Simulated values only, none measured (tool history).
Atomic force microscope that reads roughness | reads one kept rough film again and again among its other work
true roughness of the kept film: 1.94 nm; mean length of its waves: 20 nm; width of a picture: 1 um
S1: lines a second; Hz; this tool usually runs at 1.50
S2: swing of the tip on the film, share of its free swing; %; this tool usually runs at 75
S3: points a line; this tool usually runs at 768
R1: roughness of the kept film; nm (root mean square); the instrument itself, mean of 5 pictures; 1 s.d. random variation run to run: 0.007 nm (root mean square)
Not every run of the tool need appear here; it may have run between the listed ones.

run 1 hour=0.0 | S1=1.50 S2=75 S3=768 | R1=1.403
run 2 hour=7.1 | S1=1.50 S2=75 S3=768 | R1=1.376
run 3 hour=15.3 | S1=1.50 S2=75 S3=768 | R1=1.360
run 4 hour=21.6 | S1=1.50 S2=75 S3=768 | R1=1.372
run 5 hour=26.7 | S1=1.50 S2=75 S3=768 | R1=1.339
run 6 hour=35.5 | S1=1.50 S2=75 S3=430 | R1=1.329
run 7 hour=41.7 | S1=1.50 S2=75 S3=430 | R1=1.315
run 8 hour=46.3 | S1=1.50 S2=75 S3=430 | R1=1.313
run 9 hour=51.2 | S1=1.50 S2=75 S3=430 | R1=1.300
run 10 hour=60.1 | S1=1.50 S2=75 S3=768 | R1=1.293
run 11 hour=67.3 | S1=1.50 S2=75 S3=768 | R1=1.294
run 12 hour=72.1 | S1=1.47 S2=75 S3=768 | R1=1.281
run 13 hour=79.0 | S1=0.65 S2=75 S3=768 | R1=1.360
run 14 hour=86.1 | S1=1.50 S2=75 S3=768 | R1=1.266
run 15 hour=92.2 | S1=0.56 S2=75 S3=768 | R1=1.350
run 16 hour=96.6 | S1=1.50 S2=75 S3=934 | R1=1.260
run 17 hour=103.0 | S1=1.50 S2=75 S3=768 | R1=1.240
run 18 hour=112.3 | S1=1.50 S2=75 S3=768 | R1=1.235
run 19 hour=120.1 | S1=1.50 S2=75 S3=768 | R1=1.219
run 20 hour=125.4 | S1=1.50 S2=75 S3=768 | R1=1.212
run 21 hour=131.8 | S1=1.50 S2=75 S3=768 | R1=1.216
run 22 hour=137.4 | S1=0.96 S2=75 S3=768 | R1=1.247
run 23 hour=145.8 | S1=0.96 S2=72 S3=259 | R1=1.214
run 24 hour=150.2 | S1=0.96 S2=72 S3=259 | R1=1.202
run 25 hour=159.0 | S1=0.96 S2=72 S3=259 | R1=1.188
run 26 hour=166.5 | S1=1.50 S2=55 S3=768 | R1=1.270
run 27 hour=173.2 | S1=0.57 S2=58 S3=768 | R1=1.282
run 28 hour=180.5 | S1=1.50 S2=78 S3=768 | R1=1.125
run 29 hour=187.7 | S1=1.50 S2=71 S3=351 | R1=1.419
run 30 hour=194.1 | S1=1.50 S2=71 S3=351 | R1=1.410
run 31 hour=199.0 | S1=0.81 S2=81 S3=716 | R1=1.433
run 32 hour=203.5 | S1=1.86 S2=89 S3=444 | R1=1.193
run 33 hour=208.7 | S1=1.86 S2=89 S3=444 | R1=1.183
run 34 hour=218.1 | S1=1.86 S2=89 S3=444 | R1=1.168
run 35 hour=224.4 | S1=0.94 S2=75 S3=709 | R1=1.421
run 36 hour=230.4 | S1=0.66 S2=75 S3=709 | R1=1.427
run 37 hour=239.4 | S1=0.66 S2=75 S3=709 | R1=1.421
run 38 hour=243.9 | S1=1.50 S2=78 S3=396 | R1=1.289
run 39 hour=253.4 | S1=1.50 S2=78 S3=396 | R1=1.282
run 40 hour=258.8 | S1=1.50 S2=89 S3=334 | R1=1.154
run 41 hour=263.0 | S1=0.72 S2=75 S3=339 | R1=1.362
run 42 hour=267.9 | S1=2.25 S2=74 S3=768 | R1=1.240
run 43 hour=276.3 | S1=0.68 S2=62 S3=798 | R1=1.415

Not shown: 3 entries that the log had between the listed runs. Between which runs, and how does the tool's hidden state differ before and after?
In the gap between runs 25 and 26: height scale calibrated on a step standard (hour 160.5)
  radius of the tip, nm: 24.1 -> 24.6; height scale over the true one, %: 0.05 -> 0.06
  measured value less the no-hidden-state value, R1: -0.270 -> -0.296 nm (root mean square)
In the gap between runs 28 and 29: new tip fitted (hour 187.7)
  radius of the tip, nm: 25.5 -> 11.4; height scale over the true one, %: 0.05 -> 0.04
  measured value less the no-hidden-state value, R1: -0.281 -> -0.033 nm (root mean square)
In the gap between runs 32 and 33: height scale calibrated on a step standard, once more (hour 208.3)
  radius of the tip, nm: 12.6 -> 12.9
  measured value less the no-hidden-state value, R1: -0.050 -> -0.055 nm (root mean square)

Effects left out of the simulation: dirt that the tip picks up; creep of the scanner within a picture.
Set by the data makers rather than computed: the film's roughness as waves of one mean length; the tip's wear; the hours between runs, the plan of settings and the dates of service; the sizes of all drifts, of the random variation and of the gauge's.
